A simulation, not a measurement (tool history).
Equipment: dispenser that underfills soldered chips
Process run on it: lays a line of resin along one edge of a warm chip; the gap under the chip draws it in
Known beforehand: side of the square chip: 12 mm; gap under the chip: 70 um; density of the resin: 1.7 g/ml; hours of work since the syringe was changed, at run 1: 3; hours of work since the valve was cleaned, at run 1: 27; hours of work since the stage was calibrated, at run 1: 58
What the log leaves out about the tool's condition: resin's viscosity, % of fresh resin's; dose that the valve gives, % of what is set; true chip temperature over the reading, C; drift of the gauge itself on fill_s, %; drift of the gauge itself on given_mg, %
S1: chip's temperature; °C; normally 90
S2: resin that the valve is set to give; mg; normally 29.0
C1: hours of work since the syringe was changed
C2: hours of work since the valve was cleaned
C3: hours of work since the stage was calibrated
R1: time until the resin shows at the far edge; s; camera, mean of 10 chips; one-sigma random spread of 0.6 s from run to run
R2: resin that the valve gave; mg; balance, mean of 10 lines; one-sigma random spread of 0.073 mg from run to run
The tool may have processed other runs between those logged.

run	day	S1	S2	C1	C2	C3	R1	R2
1	0.000	90	29.0	3	27	58	59.3	28.36
# day 0.171: new syringe of resin
2	0.350	90	29.0	3	32	64	62.1	28.22
# day 0.504: new syringe of resin
3	0.700	98	29.0	3	38	69	50.7	28.15
# day 0.846: new syringe of resin
4	0.888	98	29.0	1	40	72	46.0	28.01
5	1.038	98	29.0	3	43	74	51.3	27.87
# day 1.183: new syringe of resin
6	1.371	98	29.0	3	48	80	48.8	27.68
# day 1.517: new syringe of resin
# day 1.725: dispensing valve cleaned and set on the balance
7	1.746	98	29.0	3	0	85	50.4	28.95
# day 1.892: new syringe of resin
8	2.067	99	29.6	3	5	90	47.7	29.33
# day 2.229: new syringe of resin
9	2.388	79	29.1	3	10	95	82.5	28.86
# day 2.554: new syringe of resin
10	2.633	79	29.1	1	14	99	76.0	28.76
11	2.850	95	30.3	5	18	102	57.5	29.89
# day 2.883: new syringe of resin
12	3.054	76	29.9	3	21	106	90.3	29.36
# day 3.212: new syringe of resin
13	3.338	88	31.1	2	25	110	63.0	30.37

Alternative continuations, all from the tool just after run 13; predict every row:
# day 3.533: new syringe of resin
A	3.675	103	36.8	2	31	115	?	?
# day 3.533: new syringe of resin
B	3.675	77	29.8	2	31	115	?	?
# day 3.533: new syringe of resin
C	3.675	85	32.4	2	31	115	?	?

run	R1	R2
A	41.5	35.69
B	85.2	29.12
C	66.6	31.51
Take away the tool's hidden state, keep each run's random variation, and the runs would have read:
run	R1	R2
A	36.6	36.72
B	74.8	29.95
C	58.5	32.42
